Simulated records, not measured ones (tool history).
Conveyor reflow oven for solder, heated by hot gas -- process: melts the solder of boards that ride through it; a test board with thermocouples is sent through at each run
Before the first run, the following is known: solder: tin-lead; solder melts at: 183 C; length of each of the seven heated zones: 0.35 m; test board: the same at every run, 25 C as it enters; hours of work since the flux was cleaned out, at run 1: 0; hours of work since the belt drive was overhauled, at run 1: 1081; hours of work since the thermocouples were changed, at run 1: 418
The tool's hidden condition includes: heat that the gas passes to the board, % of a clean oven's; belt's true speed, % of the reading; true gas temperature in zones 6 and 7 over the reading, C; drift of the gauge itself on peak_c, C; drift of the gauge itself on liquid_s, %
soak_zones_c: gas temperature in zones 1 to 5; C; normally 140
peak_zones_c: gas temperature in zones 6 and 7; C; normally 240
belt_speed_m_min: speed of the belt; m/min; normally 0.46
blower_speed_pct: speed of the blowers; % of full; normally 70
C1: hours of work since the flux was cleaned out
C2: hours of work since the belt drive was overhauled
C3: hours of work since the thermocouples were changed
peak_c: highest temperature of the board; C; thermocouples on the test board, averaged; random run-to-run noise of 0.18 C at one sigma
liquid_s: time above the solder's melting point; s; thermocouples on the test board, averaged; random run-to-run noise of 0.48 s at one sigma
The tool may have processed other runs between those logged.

{"run": 1, "day": 0.0, "soak_zones_c": 140, "peak_zones_c": 240, "belt_speed_m_min": 0.46, "blower_speed_pct": 70, "C1": 0, "C2": 1081, "C3": 418, "peak_c": 220.2, "liquid_s": 72.2}
{"run": 2, "day": 2.571, "soak_zones_c": 140, "peak_zones_c": 240, "belt_speed_m_min": 0.46, "blower_speed_pct": 83, "C1": 29, "C2": 1110, "C3": 447, "peak_c": 223.1, "liquid_s": 75.4}
{"run": 3, "day": 4.2, "soak_zones_c": 140, "peak_zones_c": 240, "belt_speed_m_min": 0.46, "blower_speed_pct": 70, "C1": 48, "C2": 1129, "C3": 466, "peak_c": 220.3, "liquid_s": 73.1}
{"run": 4, "day": 6.267, "soak_zones_c": 140, "peak_zones_c": 240, "belt_speed_m_min": 0.46, "blower_speed_pct": 70, "C1": 71, "C2": 1152, "C3": 489, "peak_c": 220.1, "liquid_s": 72.9}
{"run": 5, "day": 8.975, "soak_zones_c": 140, "peak_zones_c": 240, "belt_speed_m_min": 0.46, "blower_speed_pct": 84, "C1": 102, "C2": 1183, "C3": 520, "peak_c": 223.0, "liquid_s": 76.4}
{"run": 6, "day": 11.821, "soak_zones_c": 140, "peak_zones_c": 240, "belt_speed_m_min": 0.46, "blower_speed_pct": 84, "C1": 135, "C2": 1215, "C3": 553, "peak_c": 222.9, "liquid_s": 76.2}
{"run": 7, "day": 14.958, "soak_zones_c": 140, "peak_zones_c": 240, "belt_speed_m_min": 0.46, "blower_speed_pct": 84, "C1": 170, "C2": 1251, "C3": 588, "peak_c": 222.7, "liquid_s": 76.3}
{"run": 8, "day": 17.725, "soak_zones_c": 140, "peak_zones_c": 240, "belt_speed_m_min": 0.46, "blower_speed_pct": 54, "C1": 202, "C2": 1282, "C3": 620, "peak_c": 215.0, "liquid_s": 67.2}
{"run": 9, "day": 20.779, "soak_zones_c": 140, "peak_zones_c": 240, "belt_speed_m_min": 0.46, "blower_speed_pct": 54, "C1": 237, "C2": 1317, "C3": 655, "peak_c": 214.7, "liquid_s": 66.6}
{"run": 10, "day": 22.621, "soak_zones_c": 140, "peak_zones_c": 240, "belt_speed_m_min": 0.46, "blower_speed_pct": 70, "C1": 258, "C2": 1338, "C3": 676, "peak_c": 219.5, "liquid_s": 72.6}
{"day": 23.071, "done": "flux residue cleaned out of gas plates and filters"}
{"run": 11, "day": 25.938, "soak_zones_c": 140, "peak_zones_c": 240, "belt_speed_m_min": 0.46, "blower_speed_pct": 70, "C1": 33, "C2": 1374, "C3": 711, "peak_c": 218.7, "liquid_s": 71.8}
{"run": 12, "day": 28.9, "soak_zones_c": 140, "peak_zones_c": 240, "belt_speed_m_min": 0.46, "blower_speed_pct": 70, "C1": 66, "C2": 1407, "C3": 745, "peak_c": 218.7, "liquid_s": 73.3}
{"run": 13, "day": 30.825, "soak_zones_c": 140, "peak_zones_c": 240, "belt_speed_m_min": 0.46, "blower_speed_pct": 70, "C1": 88, "C2": 1429, "C3": 767, "peak_c": 218.8, "liquid_s": 72.1}
{"run": 14, "day": 33.95, "soak_zones_c": 140, "peak_zones_c": 240, "belt_speed_m_min": 0.46, "blower_speed_pct": 70, "C1": 124, "C2": 1465, "C3": 802, "peak_c": 218.5, "liquid_s": 72.1}
{"run": 15, "day": 37.1, "soak_zones_c": 140, "peak_zones_c": 240, "belt_speed_m_min": 0.46, "blower_speed_pct": 70, "C1": 160, "C2": 1501, "C3": 838, "peak_c": 218.5, "liquid_s": 71.7}
{"run": 16, "day": 38.446, "soak_zones_c": 140, "peak_zones_c": 240, "belt_speed_m_min": 0.46, "blower_speed_pct": 75, "C1": 175, "C2": 1516, "C3": 853, "peak_c": 219.9, "liquid_s": 73.1}
{"day": 39.467, "done": "flux residue cleaned out of gas plates and filters, once more"}
{"run": 17, "day": 41.021, "soak_zones_c": 140, "peak_zones_c": 240, "belt_speed_m_min": 0.46, "blower_speed_pct": 75, "C1": 18, "C2": 1543, "C3": 880, "peak_c": 221.9, "liquid_s": 75.0}
{"day": 42.717, "done": "belt drive overhauled, speed set with a stopwatch"}
{"run": 18, "day": 43.588, "soak_zones_c": 136, "peak_zones_c": 240, "belt_speed_m_min": 0.46, "blower_speed_pct": 70, "C1": 45, "C2": 10, "C3": 908, "peak_c": 218.2, "liquid_s": 68.2}
{"run": 19, "day": 46.625, "soak_zones_c": 136, "peak_zones_c": 240, "belt_speed_m_min": 0.46, "blower_speed_pct": 70, "C1": 80, "C2": 44, "C3": 942, "peak_c": 218.4, "liquid_s": 67.1}
{"run": 20, "day": 49.696, "soak_zones_c": 141, "peak_zones_c": 240, "belt_speed_m_min": 0.46, "blower_speed_pct": 70, "C1": 115, "C2": 79, "C3": 977, "peak_c": 219.3, "liquid_s": 70.6}
{"run": 21, "day": 52.862, "soak_zones_c": 141, "peak_zones_c": 240, "belt_speed_m_min": 0.46, "blower_speed_pct": 70, "C1": 151, "C2": 116, "C3": 1013, "peak_c": 219.2, "liquid_s": 70.6}

What does the tool deliver on the next run?
{"run": 22, "day": 55.833, "soak_zones_c": 141, "peak_zones_c": 240, "belt_speed_m_min": 0.46, "blower_speed_pct": 70, "C1": 184, "C2": 149, "C3": 1047, "peak_c": "?", "liquid_s": "?"}

{"run 22": {"peak_c": 218.9, "liquid_s": 70.8}}
On a tool with no hidden condition, and with the same random variation, this run would have come out at peak_c 219.1 C, liquid_s 71.1 s.
